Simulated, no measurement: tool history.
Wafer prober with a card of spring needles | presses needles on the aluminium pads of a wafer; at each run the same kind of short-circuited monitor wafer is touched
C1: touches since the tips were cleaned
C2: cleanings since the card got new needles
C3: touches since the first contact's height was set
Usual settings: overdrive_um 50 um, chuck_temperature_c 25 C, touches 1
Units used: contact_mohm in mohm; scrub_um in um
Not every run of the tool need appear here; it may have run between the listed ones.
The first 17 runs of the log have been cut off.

{"hour": 185.8, "done": "tips cleaned on abrasive film"}
{"run": 18, "hour": 189.2, "overdrive_um": 50, "chuck_temperature_c": 25, "touches": 1, "C1": 1672, "C2": 76, "C3": 38639, "contact_mohm": 273, "scrub_um": 9.42}
{"hour": 193.5, "done": "tips cleaned on abrasive film"}
{"hour": 202.4, "done": "tips cleaned on abrasive film"}
{"run": 19, "hour": 203.4, "overdrive_um": 63, "chuck_temperature_c": 92, "touches": 1, "C1": 479, "C2": 78, "C3": 45526, "contact_mohm": 262, "scrub_um": 11.96}
{"hour": 210.2, "done": "tips cleaned on abrasive film"}
{"run": 20, "hour": 210.2, "overdrive_um": 63, "chuck_temperature_c": 92, "touches": 1, "C1": 0, "C2": 79, "C3": 48877, "contact_mohm": 261, "scrub_um": 11.93}
{"run": 21, "hour": 216.7, "overdrive_um": 33, "chuck_temperature_c": 88, "touches": 1, "C1": 3195, "C2": 79, "C3": 52072, "contact_mohm": 382, "scrub_um": 6.15}
{"hour": 219.0, "done": "tips cleaned on abrasive film"}
{"hour": 227.0, "done": "tips cleaned on abrasive film"}
{"run": 22, "hour": 227.0, "overdrive_um": 33, "chuck_temperature_c": 88, "touches": 1, "C1": 0, "C2": 81, "C3": 57036, "contact_mohm": 270, "scrub_um": 6.17}
{"hour": 235.3, "done": "tips cleaned on abrasive film"}
{"run": 23, "hour": 242.0, "overdrive_um": 65, "chuck_temperature_c": 51, "touches": 2, "C1": 3324, "C2": 82, "C3": 64421, "contact_mohm": 266, "scrub_um": 12.27}
{"hour": 243.2, "done": "tips cleaned on abrasive film"}
{"run": 24, "hour": 250.4, "overdrive_um": 65, "chuck_temperature_c": 51, "touches": 2, "C1": 3542, "C2": 83, "C3": 68494, "contact_mohm": 264, "scrub_um": 12.28}
{"hour": 251.1, "done": "tips cleaned on abrasive film"}
{"run": 25, "hour": 256.7, "overdrive_um": 63, "chuck_temperature_c": 51, "touches": 1, "C1": 2739, "C2": 84, "C3": 71564, "contact_mohm": 273, "scrub_um": 11.79}
{"hour": 259.6, "done": "tips cleaned on abrasive film"}
{"hour": 267.6, "done": "tips cleaned on abrasive film"}
{"run": 26, "hour": 272.1, "overdrive_um": 57, "chuck_temperature_c": 42, "touches": 1, "C1": 2217, "C2": 86, "C3": 79091, "contact_mohm": 276, "scrub_um": 10.69}
{"hour": 276.1, "done": "tips cleaned on abrasive film"}
{"hour": 284.0, "done": "tips cleaned on abrasive film"}
{"run": 27, "hour": 284.4, "overdrive_um": 50, "chuck_temperature_c": 64, "touches": 1, "C1": 198, "C2": 88, "C3": 85068, "contact_mohm": 259, "scrub_um": 9.35}
{"hour": 292.5, "done": "tips cleaned on abrasive film"}
{"run": 28, "hour": 299.3, "overdrive_um": 50, "chuck_temperature_c": 64, "touches": 1, "C1": 3393, "C2": 89, "C3": 92377, "contact_mohm": 304, "scrub_um": 9.3}
{"hour": 300.1, "done": "tips cleaned on abrasive film"}
{"hour": 308.2, "done": "tips cleaned on abrasive film"}
{"run": 29, "hour": 310.6, "overdrive_um": 50, "chuck_temperature_c": 107, "touches": 1, "C1": 1194, "C2": 91, "C3": 97862, "contact_mohm": 294, "scrub_um": 9.25}
{"hour": 316.4, "done": "tips cleaned on abrasive film"}
{"hour": 324.3, "done": "tips cleaned on abrasive film"}
{"run": 30, "hour": 325.8, "overdrive_um": 50, "chuck_temperature_c": 67, "touches": 2, "C1": 745, "C2": 93, "C3": 105246, "contact_mohm": 268, "scrub_um": 9.24}
{"hour": 333.0, "done": "tips cleaned on abrasive film"}
{"run": 31, "hour": 338.2, "overdrive_um": 50, "chuck_temperature_c": 44, "touches": 1, "C1": 2582, "C2": 94, "C3": 111335, "contact_mohm": 294, "scrub_um": 9.26}

Each row is a separate what-if for the run after 31, all from the same tool condition, not one after another. Results?
{"hour": 341.3, "done": "tips cleaned on abrasive film"}
{"hour": 349.5, "done": "tips cleaned on abrasive film"}
{"run": "A", "hour": 353.4, "overdrive_um": 30, "chuck_temperature_c": 76, "touches": 2, "C1": 1949, "C2": 96, "C3": 118735, "contact_mohm": "?", "scrub_um": "?"}
{"hour": 341.3, "done": "tips cleaned on abrasive film"}
{"hour": 349.5, "done": "tips cleaned on abrasive film"}
{"run": "B", "hour": 353.4, "overdrive_um": 63, "chuck_temperature_c": 46, "touches": 1, "C1": 1949, "C2": 96, "C3": 118735, "contact_mohm": "?", "scrub_um": "?"}
{"hour": 341.3, "done": "tips cleaned on abrasive film"}
{"hour": 349.5, "done": "tips cleaned on abrasive film"}
{"run": "C", "hour": 353.4, "overdrive_um": 36, "chuck_temperature_c": 44, "touches": 1, "C1": 1949, "C2": 96, "C3": 118735, "contact_mohm": "?", "scrub_um": "?"}
{"hour": 341.3, "done": "tips cleaned on abrasive film"}
{"hour": 349.5, "done": "tips cleaned on abrasive film"}
{"run": "D", "hour": 353.4, "overdrive_um": 54, "chuck_temperature_c": 97, "touches": 2, "C1": 1949, "C2": 96, "C3": 118735, "contact_mohm": "?", "scrub_um": "?"}

run=A contact_mohm=325 scrub_um=5.38
run=B contact_mohm=267 scrub_um=11.73
run=C contact_mohm=321 scrub_um=6.5
run=D contact_mohm=279 scrub_um=9.98
Stripped of hidden state, with their random variation kept, the same runs would have yielded:
run=A contact_mohm=260 scrub_um=5.75
run=B contact_mohm=240 scrub_um=12.1
run=C contact_mohm=245 scrub_um=6.87
run=D contact_mohm=258 scrub_um=10.35
